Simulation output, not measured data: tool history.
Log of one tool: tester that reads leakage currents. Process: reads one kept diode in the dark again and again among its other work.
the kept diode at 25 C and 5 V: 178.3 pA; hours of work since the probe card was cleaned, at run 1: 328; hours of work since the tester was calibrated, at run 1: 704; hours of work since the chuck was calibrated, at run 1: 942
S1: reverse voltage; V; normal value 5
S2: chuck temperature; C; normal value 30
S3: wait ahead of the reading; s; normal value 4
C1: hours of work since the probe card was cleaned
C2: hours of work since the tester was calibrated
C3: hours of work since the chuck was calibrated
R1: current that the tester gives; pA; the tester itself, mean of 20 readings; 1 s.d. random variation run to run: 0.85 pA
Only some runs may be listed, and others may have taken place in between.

Run 1, hour 0: usual settings; C1 328; C2 704; C3 942. Result: R1 262.5 pA.
Run 2, hour 27.6: usual settings but S1 5.54 V; C1 348; C2 724; C3 962. Result: R1 275.26 pA.
Run 3, hour 52.2: usual settings but S1 5.54 V; C1 366; C2 742; C3 980. Result: R1 274.24 pA.
Run 4, hour 74.3: usual settings but S1 5.54 V; C1 382; C2 758; C3 996. Result: R1 274.8 pA.
Run 5, hour 91.3: usual settings but S1 5.54 V; C1 394; C2 771; C3 1008. Result: R1 274.11 pA.
Run 6, hour 122.1: usual settings but S1 5.54 V; C1 416; C2 793; C3 1030. Result: R1 273.65 pA.
Run 7, hour 138.7: usual settings but S1 18.39 V; C1 428; C2 805; C3 1042. Result: R1 467.66 pA.
Run 8, hour 173.3: usual settings but S1 18.39 V; C1 453; C2 830; C3 1067. Result: R1 467.73 pA.
Run 9, hour 193.9: usual settings but S1 18.39 V; C1 468; C2 845; C3 1082. Result: R1 469.16 pA.
Run 10, hour 218.6: usual settings but S1 18.39 V; C1 486; C2 863; C3 1100. Result: R1 466.74 pA.
Run 11, hour 247: usual settings; C1 507; C2 884; C3 1121. Result: R1 258.75 pA.
Run 12, hour 263: usual settings; C1 518; C2 895; C3 1133. Result: R1 258.29 pA.
Run 13, hour 282.3: usual settings but S3 3.77 s; C1 532; C2 909; C3 1146. Result: R1 258.4 pA.
Run 14, hour 314.5: usual settings but S1 1.48 V, S3 3.77 s; C1 556; C2 932; C3 1170. Result: R1 150.43 pA.
At hour 320: probe card cleaned and baked.
Run 15, hour 332.7: usual settings but S1 1.48 V, S3 3.77 s; C1 9; C2 943; C3 1181. Result: R1 150.43 pA.
Run 16, hour 359.2: usual settings but S1 1.48 V, S3 3.77 s; C1 28; C2 963; C3 1200. Result: R1 149.84 pA.
Run 17, hour 374.4: usual settings; C1 39; C2 974; C3 1211. Result: R1 257.32 pA.
Run 18, hour 406.9: usual settings but S2 37 C; C1 63; C2 997; C3 1235. Result: R1 480.47 pA.
Run 19, hour 428.8: usual settings; C1 79; C2 1013; C3 1251. Result: R1 258.13 pA.
Run 20, hour 452.7: usual settings; C1 96; C2 1031; C3 1268. Result: R1 258.12 pA.
Run 21, hour 487.2: usual settings; C1 121; C2 1056; C3 1293. Result: R1 258.41 pA.
At hour 520.4: probe card cleaned and baked, once more.
Run 22, hour 521.8: usual settings but S1 15.22 V, S3 0.4 s; C1 1; C2 1078; C3 1316. Result: R1 430.74 pA.
Run 23, hour 555.7: usual settings but S1 3.12 V, S2 24 C, S3 0.31 s; C1 26; C2 1103; C3 1340. Result: R1 120.75 pA.
Run 24, hour 577.3: usual settings but S1 4.88 V, S2 39 C, S3 8.25 s; C1 41; C2 1119; C3 1356. Result: R1 554.92 pA.
Run 25, hour 599.8: usual settings but S1 6.91 V, S2 22 C, S3 8.25 s; C1 58; C2 1135; C3 1372. Result: R1 137.39 pA.
Run 26, hour 630.1: usual settings but S1 6.91 V, S2 22 C, S3 8.25 s; C1 80; C2 1157; C3 1394. Result: R1 138.19 pA.
Run 27, hour 657.9: usual settings but S1 6.91 V, S2 22 C, S3 8.25 s; C1 100; C2 1177; C3 1415. Result: R1 137.83 pA.
Run 28, hour 680.1: usual settings but S1 2.19 V, S2 23 C, S3 8.25 s; C1 116; C2 1193; C3 1431. Result: R1 90.67 pA.
Run 29, hour 702.2: usual settings but S1 2.96 V, S2 27 C, S3 8.41 s; C1 132; C2 1209; C3 1447. Result: R1 150.97 pA.
Run 30, hour 717: usual settings but S1 2.96 V, S2 27 C, S3 8.41 s; C1 143; C2 1220; C3 1457. Result: R1 151.98 pA.
Run 31, hour 738.2: usual settings but S1 2.96 V, S2 27 C, S3 8.41 s; C1 158; C2 1235; C3 1473. Result: R1 150.74 pA.
Run 32, hour 755.9: usual settings but S2 52 C, S3 2.44 s; C1 171; C2 1248; C3 1486. Result: R1 1635.04 pA.
Run 33, hour 773: usual settings but S1 2.1 V, S2 35 C, S3 1.16 s; C1 183; C2 1261; C3 1498. Result: R1 268.05 pA.
Run 34, hour 796.9: usual settings but S1 1.66 V, S2 57 C, S3 4.74 s; C1 201; C2 1278; C3 1515. Result: R1 1482.41 pA.
Run 35, hour 812: usual settings but S1 2.88 V, S2 48 C, S3 9.37 s; C1 212; C2 1289; C3 1526. Result: R1 922.61 pA.
Run 36, hour 840: usual settings but S1 5.57 V, S3 6.7 s; C1 232; C2 1309; C3 1547. Result: R1 261.24 pA.
Run 37, hour 867.4: usual settings but S1 1.9 V, S3 3.11 s; C1 252; C2 1329; C3 1566. Result: R1 161.73 pA.
Run 38, hour 890.1: usual settings but S1 1.9 V, S3 3.11 s; C1 268; C2 1346; C3 1583. Result: R1 161.78 pA.
Run 39, hour 917.2: usual settings but S1 1.9 V, S2 35 C, S3 1.09 s; C1 288; C2 1365; C3 1603. Result: R1 254.2 pA.
Run 40, hour 952: usual settings but S1 1.9 V, S2 35 C, S3 1.09 s; C1 313; C2 1390; C3 1628. Result: R1 254.06 pA.

Subtracting, for every run, the result it would have given without the tool's unlogged condition from the measured result gives the following. The same run-to-run variation enters both numbers; the gauge's scatter may not:
The hidden state here: stray current of the dirty probe card, pA a volt; current scale over the true one, %; true chuck temperature over the reading, C; drift of the gauge itself on leakage_pa, %.
run       R1
  1   -20.42
  2   -21.75
  3   -22.07
  4   -22.45
  5   -22.63
  6   -23.07
  7   -37.45
  8   -38.13
  9   -38.72
 10   -38.97
 11   -23.66
 12   -23.85
 13   -24.16
 14   -14.85
 15   -14.71
 16   -14.87
 17   -24.44
 18   -46.49
 19   -25.25
 20   -25.63
 21   -26.16
 22   -47.87
 23   -14.33
 24   -61.92
 25   -17.23
 26   -17.52
 27   -17.67
 28   -11.83
 29   -19.38
 30   -19.67
 31   -19.69
 32   -183.5
 33   -33.91
 34  -164.59
 35  -109.32
 36   -34.87
 37   -22.08
 38   -22.29
 39   -34.34
 40   -34.89
